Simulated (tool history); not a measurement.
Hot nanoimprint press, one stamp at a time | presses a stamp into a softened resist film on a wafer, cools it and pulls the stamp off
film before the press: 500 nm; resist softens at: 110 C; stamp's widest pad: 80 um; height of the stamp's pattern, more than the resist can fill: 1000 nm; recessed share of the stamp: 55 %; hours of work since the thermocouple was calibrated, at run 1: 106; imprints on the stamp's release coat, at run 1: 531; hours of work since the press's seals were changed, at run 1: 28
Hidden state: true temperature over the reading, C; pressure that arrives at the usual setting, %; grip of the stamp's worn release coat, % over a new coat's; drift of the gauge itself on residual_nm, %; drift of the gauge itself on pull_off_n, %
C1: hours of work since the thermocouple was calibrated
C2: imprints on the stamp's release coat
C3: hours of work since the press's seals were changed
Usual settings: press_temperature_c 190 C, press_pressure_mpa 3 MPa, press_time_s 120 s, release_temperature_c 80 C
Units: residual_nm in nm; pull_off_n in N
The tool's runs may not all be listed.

run 1 hour=0 | press_temperature_c=190 press_pressure_mpa=3 press_time_s=120 release_temperature_c=80 | C1=106 C2=531 C3=28 | residual_nm=287 pull_off_n=138
run 2 hour=9.1 | press_temperature_c=190 press_pressure_mpa=3 press_time_s=184 release_temperature_c=80 | C1=110 C2=562 C3=32 | residual_nm=245 pull_off_n=138
run 3 hour=19.6 | press_temperature_c=190 press_pressure_mpa=3 press_time_s=184 release_temperature_c=80 | C1=115 C2=598 C3=37 | residual_nm=246.4 pull_off_n=135
-- hour=30.1 stamp cleaned and given a new release coat
run 4 hour=34.3 | press_temperature_c=190 press_pressure_mpa=3 press_time_s=184 release_temperature_c=80 | C1=119 C2=14 C3=40 | residual_nm=245.7 pull_off_n=140
run 5 hour=44.4 | press_temperature_c=190 press_pressure_mpa=3 press_time_s=184 release_temperature_c=80 | C1=123 C2=49 C3=45 | residual_nm=245.7 pull_off_n=138
run 6 hour=50.7 | press_temperature_c=190 press_pressure_mpa=3 press_time_s=184 release_temperature_c=80 | C1=126 C2=70 C3=48 | residual_nm=244 pull_off_n=137
run 7 hour=61.8 | press_temperature_c=185 press_pressure_mpa=3 press_time_s=120 release_temperature_c=80 | C1=130 C2=109 C3=52 | residual_nm=332.8 pull_off_n=137
run 8 hour=69.3 | press_temperature_c=185 press_pressure_mpa=3 press_time_s=120 release_temperature_c=80 | C1=134 C2=134 C3=56 | residual_nm=332.8 pull_off_n=137
run 9 hour=77.4 | press_temperature_c=185 press_pressure_mpa=3 press_time_s=120 release_temperature_c=80 | C1=137 C2=162 C3=59 | residual_nm=333 pull_off_n=139
run 10 hour=82.1 | press_temperature_c=190 press_pressure_mpa=2.78 press_time_s=120 release_temperature_c=80 | C1=139 C2=178 C3=61 | residual_nm=292.2 pull_off_n=132
run 11 hour=93.4 | press_temperature_c=190 press_pressure_mpa=2.78 press_time_s=120 release_temperature_c=80 | C1=144 C2=217 C3=66 | residual_nm=292 pull_off_n=142
run 12 hour=101.4 | press_temperature_c=190 press_pressure_mpa=2.78 press_time_s=120 release_temperature_c=80 | C1=148 C2=245 C3=70 | residual_nm=290.7 pull_off_n=138
run 13 hour=110.1 | press_temperature_c=183 press_pressure_mpa=2.94 press_time_s=79 release_temperature_c=72 | C1=151 C2=274 C3=73 | residual_nm=387.5 pull_off_n=162
run 14 hour=118.8 | press_temperature_c=186 press_pressure_mpa=2.04 press_time_s=190 release_temperature_c=72 | C1=155 C2=304 C3=77 | residual_nm=315.2 pull_off_n=162
run 15 hour=125.1 | press_temperature_c=186 press_pressure_mpa=3.66 press_time_s=190 release_temperature_c=66 | C1=158 C2=326 C3=80 | residual_nm=257.6 pull_off_n=184
run 16 hour=135.8 | press_temperature_c=186 press_pressure_mpa=3.66 press_time_s=190 release_temperature_c=66 | C1=163 C2=362 C3=84 | residual_nm=258.1 pull_off_n=183
run 17 hour=142.5 | press_temperature_c=186 press_pressure_mpa=3.66 press_time_s=190 release_temperature_c=66 | C1=166 C2=386 C3=87 | residual_nm=258.6 pull_off_n=180
run 18 hour=147.8 | press_temperature_c=186 press_pressure_mpa=3.66 press_time_s=190 release_temperature_c=66 | C1=168 C2=404 C3=90 | residual_nm=257.6 pull_off_n=185
run 19 hour=155.2 | press_temperature_c=186 press_pressure_mpa=3.66 press_time_s=190 release_temperature_c=66 | C1=171 C2=429 C3=93 | residual_nm=257.6 pull_off_n=191
run 20 hour=165 | press_temperature_c=178 press_pressure_mpa=3.66 press_time_s=92 release_temperature_c=81 | C1=175 C2=463 C3=97 | residual_nm=397.1 pull_off_n=138
run 21 hour=172.9 | press_temperature_c=201 press_pressure_mpa=2.03 press_time_s=120 release_temperature_c=83 | C1=179 C2=490 C3=101 | residual_nm=224.4 pull_off_n=132

Forecast each of these 5 alternatives for the next run:
run A hour=182.3 | press_temperature_c=190 press_pressure_mpa=3 press_time_s=70 release_temperature_c=80 | C1=183 C2=522 C3=105 | residual_nm=? pull_off_n=?
run B hour=182.3 | press_temperature_c=201 press_pressure_mpa=2.38 press_time_s=120 release_temperature_c=87 | C1=183 C2=522 C3=105 | residual_nm=? pull_off_n=?
run C hour=182.3 | press_temperature_c=196 press_pressure_mpa=3.78 press_time_s=132 release_temperature_c=83 | C1=183 C2=522 C3=105 | residual_nm=? pull_off_n=?
run D hour=182.3 | press_temperature_c=183 press_pressure_mpa=2.03 press_time_s=240 release_temperature_c=83 | C1=183 C2=522 C3=105 | residual_nm=? pull_off_n=?
run E hour=182.3 | press_temperature_c=190 press_pressure_mpa=3 press_time_s=105 release_temperature_c=80 | C1=183 C2=522 C3=105 | residual_nm=? pull_off_n=?

run=A residual_nm=330.4 pull_off_n=136
run=B residual_nm=213.3 pull_off_n=118
run=C residual_nm=200.4 pull_off_n=128
run=D residual_nm=321.7 pull_off_n=134
run=E residual_nm=292.8 pull_off_n=141
Without the tool's hidden state the same runs would have given:
run=A residual_nm=337.2 pull_off_n=135
run=B residual_nm=217.7 pull_off_n=117
run=C residual_nm=204.4 pull_off_n=127
run=D residual_nm=328.4 pull_off_n=133
run=E residual_nm=298.8 pull_off_n=140

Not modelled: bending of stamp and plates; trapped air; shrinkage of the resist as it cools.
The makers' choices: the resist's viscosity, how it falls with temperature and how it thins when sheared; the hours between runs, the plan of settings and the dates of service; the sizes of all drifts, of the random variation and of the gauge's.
